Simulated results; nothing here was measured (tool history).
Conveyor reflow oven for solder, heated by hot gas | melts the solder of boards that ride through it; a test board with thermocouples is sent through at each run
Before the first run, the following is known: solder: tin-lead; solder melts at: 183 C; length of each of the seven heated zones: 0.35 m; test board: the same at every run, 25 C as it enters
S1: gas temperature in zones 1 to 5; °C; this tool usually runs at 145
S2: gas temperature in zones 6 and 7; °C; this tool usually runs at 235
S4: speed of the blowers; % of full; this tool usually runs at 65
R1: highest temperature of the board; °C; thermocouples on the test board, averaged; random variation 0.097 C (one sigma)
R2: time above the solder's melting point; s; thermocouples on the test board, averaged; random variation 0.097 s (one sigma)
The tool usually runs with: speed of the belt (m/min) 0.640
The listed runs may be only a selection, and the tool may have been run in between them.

{"run": 1, "day": 0.0, "S1": 145, "S2": 235, "speed of the belt (m/min)": 0.64, "S4": 65, "R1": 218.14, "R2": 51.52}
{"run": 2, "day": 1.275, "S1": 145, "S2": 235, "speed of the belt (m/min)": 0.64, "S4": 65, "R1": 217.98, "R2": 51.5}
{"run": 3, "day": 3.529, "S1": 145, "S2": 248, "speed of the belt (m/min)": 0.64, "S4": 65, "R1": 228.77, "R2": 57.86}
{"day": 4.312, "done": "thermocouples of zones 6 and 7 changed"}
{"run": 4, "day": 5.488, "S1": 145, "S2": 235, "speed of the belt (m/min)": 0.64, "S4": 65, "R1": 214.62, "R2": 48.97}
{"day": 8.162, "done": "flux residue cleaned out of gas plates and filters"}
{"run": 5, "day": 8.162, "S1": 145, "S2": 235, "speed of the belt (m/min)": 0.64, "S4": 65, "R1": 216.69, "R2": 50.94}
{"run": 6, "day": 10.196, "S1": 145, "S2": 235, "speed of the belt (m/min)": 0.64, "S4": 65, "R1": 216.48, "R2": 50.68}
{"run": 7, "day": 12.6, "S1": 145, "S2": 235, "speed of the belt (m/min)": 0.64, "S4": 80, "R1": 220.07, "R2": 53.59}
{"run": 8, "day": 14.179, "S1": 145, "S2": 235, "speed of the belt (m/min)": 0.59, "S4": 65, "R1": 218.73, "R2": 57.07}
{"run": 9, "day": 16.312, "S1": 145, "S2": 235, "speed of the belt (m/min)": 0.59, "S4": 65, "R1": 218.33, "R2": 57.1}
{"run": 10, "day": 17.467, "S1": 159, "S2": 235, "speed of the belt (m/min)": 0.59, "S4": 65, "R1": 221.13, "R2": 64.66}
{"run": 11, "day": 20.092, "S1": 145, "S2": 235, "speed of the belt (m/min)": 0.566, "S4": 65, "R1": 219.35, "R2": 60.51}
{"run": 12, "day": 22.512, "S1": 145, "S2": 235, "speed of the belt (m/min)": 0.566, "S4": 65, "R1": 219.64, "R2": 60.47}
{"day": 22.9, "done": "flux residue cleaned out of gas plates and filters"}
{"day": 23.067, "done": "belt drive overhauled, speed set with a stopwatch"}
{"run": 13, "day": 25.583, "S1": 130, "S2": 235, "speed of the belt (m/min)": 0.566, "S4": 65, "R1": 218.6, "R2": 55.36}
{"day": 27.471, "done": "belt drive overhauled, speed set with a stopwatch, once more"}
{"run": 14, "day": 27.692, "S1": 130, "S2": 235, "speed of the belt (m/min)": 0.566, "S4": 65, "R1": 217.68, "R2": 53.47}
{"run": 15, "day": 30.3, "S1": 130, "S2": 235, "speed of the belt (m/min)": 0.566, "S4": 65, "R1": 217.29, "R2": 53.09}
{"run": 16, "day": 32.375, "S1": 152, "S2": 227, "speed of the belt (m/min)": 0.566, "S4": 65, "R1": 214.44, "R2": 59.07}
{"run": 17, "day": 33.821, "S1": 158, "S2": 244, "speed of the belt (m/min)": 0.545, "S4": 85, "R1": 234.57, "R2": 75.96}
{"run": 18, "day": 34.967, "S1": 158, "S2": 244, "speed of the belt (m/min)": 0.545, "S4": 85, "R1": 234.79, "R2": 75.97}
{"run": 19, "day": 36.988, "S1": 158, "S2": 244, "speed of the belt (m/min)": 0.545, "S4": 85, "R1": 234.59, "R2": 76.09}
{"day": 37.979, "done": "flux residue cleaned out of gas plates and filters"}
{"run": 20, "day": 38.738, "S1": 141, "S2": 232, "speed of the belt (m/min)": 0.615, "S4": 65, "R1": 215.36, "R2": 50.49}
{"run": 21, "day": 40.917, "S1": 144, "S2": 232, "speed of the belt (m/min)": 0.615, "S4": 75, "R1": 218.18, "R2": 54.0}
{"run": 22, "day": 42.533, "S1": 144, "S2": 232, "speed of the belt (m/min)": 0.615, "S4": 75, "R1": 218.08, "R2": 53.97}
{"run": 23, "day": 44.742, "S1": 152, "S2": 232, "speed of the belt (m/min)": 0.615, "S4": 75, "R1": 219.21, "R2": 57.76}
{"run": 24, "day": 46.938, "S1": 144, "S2": 228, "speed of the belt (m/min)": 0.595, "S4": 61, "R1": 211.84, "R2": 50.71}

Run 25 has not been measured yet. What should we expect?
{"run": 25, "day": 48.721, "S1": 145, "S2": 235, "speed of the belt (m/min)": 0.73, "S4": 63, "R1": "?", "R2": "?"}

Run 25 gave R1 210.43 °C, R2 39.31 s.
With no hidden state in the tool, this same run would have given R1 210.78 °C, R2 39.51 s.
